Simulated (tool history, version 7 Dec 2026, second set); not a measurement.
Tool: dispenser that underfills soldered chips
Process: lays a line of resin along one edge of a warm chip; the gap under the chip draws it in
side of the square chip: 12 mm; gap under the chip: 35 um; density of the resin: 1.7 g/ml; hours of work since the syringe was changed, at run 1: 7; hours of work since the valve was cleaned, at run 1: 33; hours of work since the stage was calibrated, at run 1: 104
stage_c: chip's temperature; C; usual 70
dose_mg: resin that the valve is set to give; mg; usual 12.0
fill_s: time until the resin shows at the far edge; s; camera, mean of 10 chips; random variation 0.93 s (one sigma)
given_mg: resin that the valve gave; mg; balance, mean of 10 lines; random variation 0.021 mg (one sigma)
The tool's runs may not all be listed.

run   hour  stage_c  dose_mg  hours of work since the syringe was changed  hours of work since the valve was cleaned  hours of work since the stage was calibrated  fill_s  given_mg
  1    0.0       70     12.0                                            7                                         33                                           104   143.3     11.88
  2    3.8       56     12.0                                           10                                         35                                           106   344.4     11.84
       4.5  -- new syringe of resin
  3    9.6       70     12.0                                            3                                         39                                           110   107.4     11.86
  4   12.7       70     12.0                                            5                                         41                                           112   127.0     11.83
  5   16.5       70     12.0                                            8                                         43                                           114   149.0     11.80
      19.3  -- dispensing valve cleaned and set on the balance
      21.3  -- new syringe of resin
  6   21.4       70     12.0                                            0                                          1                                           117    86.4     11.97
  7   26.4       70     14.3                                            3                                          4                                           120   103.7     14.29
  8   31.9       70     14.3                                            7                                          8                                           124   134.8     14.27
      37.0  -- new syringe of resin
  9   37.0       55     14.3                                            0                                         11                                           127   177.1     14.24
 10   40.4       55     14.3                                            2                                         14                                           129   202.6     14.20
 11   44.1       70     12.0                                            5                                         16                                           132   113.8     11.93
 12   48.4       70     12.0                                            8                                         19                                           134   141.3     11.88
 13   50.9       70     12.0                                            9                                         21                                           136   157.7     11.91
      52.8  -- new syringe of resin
 14   55.7       70     12.0                                            2                                         24                                           139    98.2     11.87
 15   60.9       70     12.0                                            5                                         27                                           143   124.1     11.89
 16   63.4       70     12.5                                            7                                         29                                           144   135.9     12.34
 17   67.3       70     12.5                                           10                                         31                                           147   161.3     12.36
      68.5  -- new syringe of resin
 18   72.2       70     12.8                                            3                                         34                                           150   101.1     12.66
 19   74.8       70     12.8                                            4                                         36                                           152   113.6     12.63
 20   77.8       61     10.5                                            6                                         38                                           154   211.6     10.33
 21   83.2       77     10.5                                           10                                         41                                           157   121.8     10.36
      84.2  -- new syringe of resin
      89.0  -- dispensing valve cleaned and set on the balance
 22   90.0       82     12.0                                            3                                          1                                           161    61.0     12.06
 23   95.5       79     13.0                                            7                                          4                                           164    87.6     12.99
 24   98.7       60     12.5                                            9                                          6                                           167   252.9     12.52
     101.1  -- new syringe of resin
 25  105.0       60     12.5                                            3                                         10                                           171   165.0     12.49
 26  110.8       60     12.5                                            6                                         14                                           174   213.0     12.44
 27  113.8       60     12.5                                            8                                         16                                           176   244.6     12.45
     116.8  -- new syringe of resin
 28  116.8       74     12.0                                            0                                         18                                           178    69.3     11.91
 29  121.9       75     12.5                                            3                                         21                                           181    81.2     12.43
 30  126.9       75     12.5                                            7                                         25                                           185   103.3     12.43
 31  130.4       82     14.2                                            9                                         27                                           187    85.3     14.08
     132.5  -- new syringe of resin
 32  136.2       57     14.2                                            2                                         31                                           191   189.8     14.07
 33  138.8       57     14.2                                            4                                         32                                           192   215.4     14.05
 34  141.5       71     13.1                                            6                                         34                                           194   121.0     12.98
 35  144.9       84     13.1                                            8                                         36                                           197    76.7     12.96
     148.1  -- new syringe of resin
 36  149.6       70     14.8                                            1                                         39                                           199    89.5     14.63

4 ways to go on from here, each from the tool as it stands after run 36. What would each give?
  A  155.5       61     12.0                                            5                                         43                                           203       ?         ?
  B  155.5       76     15.4                                            5                                         43                                           203       ?         ?
  C  155.5       77     12.2                                            5                                         43                                           203       ?         ?
  D  155.5       75     10.2                                            5                                         43                                           203       ?         ?

run  fill_s  given_mg
  A   183.7     11.83
  B    87.6     15.19
  C    83.9     12.02
  D    99.7     10.06
Without the tool's hidden state the same runs would have given:
run  fill_s  given_mg
  A   135.9     11.99
  B    64.7     15.39
  C    61.7     12.18
  D    73.3     10.20
